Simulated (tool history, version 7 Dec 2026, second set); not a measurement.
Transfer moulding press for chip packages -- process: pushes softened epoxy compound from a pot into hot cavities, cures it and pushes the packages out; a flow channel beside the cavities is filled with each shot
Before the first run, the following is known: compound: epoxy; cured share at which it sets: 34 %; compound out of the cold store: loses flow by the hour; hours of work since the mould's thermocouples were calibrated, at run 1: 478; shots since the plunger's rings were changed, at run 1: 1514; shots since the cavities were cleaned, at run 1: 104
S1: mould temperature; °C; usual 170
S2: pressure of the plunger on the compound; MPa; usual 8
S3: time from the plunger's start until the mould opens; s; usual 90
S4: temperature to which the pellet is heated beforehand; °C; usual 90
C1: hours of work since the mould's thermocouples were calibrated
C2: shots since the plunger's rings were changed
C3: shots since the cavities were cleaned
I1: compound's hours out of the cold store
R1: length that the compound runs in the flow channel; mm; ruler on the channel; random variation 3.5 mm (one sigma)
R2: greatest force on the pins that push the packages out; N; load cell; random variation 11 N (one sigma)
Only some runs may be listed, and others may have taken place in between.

run,hour,S1,S2,S3,S4,C1,C2,C3,I1,R1,R2
1,0,170,8,90,90,478,1514,104,36.3,778,560
2,7.2,170,8,90,90,483,1631,221,44.4,745,647
3,16.1,170,8,90,90,490,1776,366,32.9,793,694
# hour 22: cavities cleaned with cleaning compound and waxed
4,29.4,170,8,90,90,499,1966,120,21.2,843,606
5,38.7,170,8,90,90,506,2118,272,36.8,765,691
6,46.4,170,8,90,90,511,2242,396,44.3,736,720
# hour 51.4: cavities cleaned with cleaning compound and waxed
7,65.2,170,8,90,90,524,2524,224,26,809,653
8,75.5,170,8,73,90,532,2691,391,27.3,811,1023
# hour 81.7: plunger's sealing rings changed
# hour 83.2: cavities cleaned with cleaning compound and waxed
9,96.1,170,8,90,90,544,210,210,45.4,748,619
# hour 112.6: cavities cleaned with cleaning compound and waxed
10,113,170,9.74,90,90,556,461,7,47,814,469
11,123.4,170,8,90,99,563,629,175,32.3,800,601
12,138.9,170,8,90,99,575,881,427,22.9,835,746
# hour 141.4: cavities cleaned with cleaning compound and waxed
13,149.7,170,8,90,99,582,1032,135,13,891,631
14,160.5,169,8,90,90,590,1207,310,31.6,801,706
# hour 170: cavities cleaned with cleaning compound and waxed
15,175.6,169,9.09,90,90,600,1428,91,25.5,882,600
16,190.8,169,9.09,97,90,611,1675,338,45.3,787,656
# hour 198.6: cavities cleaned with cleaning compound and waxed
17,200,169,7.05,85,98,617,1800,23,33.3,742,547
# hour 203.2: mould's thermocouples calibrated
18,212.7,169,7.05,85,98,7,1974,197,21.9,787,688
19,225.5,165,6.34,90,90,16,2180,403,24.8,741,925
# hour 229.6: cavities cleaned with cleaning compound and waxed
20,237.5,171,8,90,83,24,2351,128,20.6,840,565
# hour 243.2: mould's thermocouples calibrated, once more
21,255.6,172,8,90,90,9,2613,390,33.8,777,678
# hour 260.3: cavities cleaned with cleaning compound and waxed
# hour 267.9: plunger's sealing rings changed
22,276.2,175,8,91,90,22,136,218,13.3,881,586
23,283.6,163,8,96,90,27,255,337,27.4,843,992
# hour 291.9: cavities cleaned with cleaning compound and waxed
24,302.3,163,7.42,96,99,40,535,169,24.5,822,858
25,310.9,164,8.54,90,83,46,675,309,31.2,850,1078
# hour 320.5: cavities cleaned with cleaning compound and waxed
26,322.6,164,8.54,90,83,54,840,34,35.8,826,782
27,332.9,170,8,89,86,61,1007,201,42.3,756,662
28,343.1,176,8.36,86,87,69,1174,368,27.7,820,646

Here are 4 independent what-if runs from the current tool condition. What would each one return?
# hour 349.5: cavities cleaned with cleaning compound and waxed
A,351.8,176,6.8,73,85,74,1291,38,8.9,?,?
# hour 349.5: cavities cleaned with cleaning compound and waxed
B,351.8,170,8.36,86,88,74,1291,38,37.9,?,?
# hour 349.5: cavities cleaned with cleaning compound and waxed
C,351.8,175,8.74,96,90,74,1291,38,16.5,?,?
# hour 349.5: cavities cleaned with cleaning compound and waxed
D,351.8,169,8,81,90,74,1291,38,16.9,?,?

run,R1,R2
A,819,577
B,789,554
C,893,442
D,874,701
What these runs would have given with no unlogged condition in the tool:
run,R1,R2
A,829,531
B,799,509
C,903,404
D,884,646
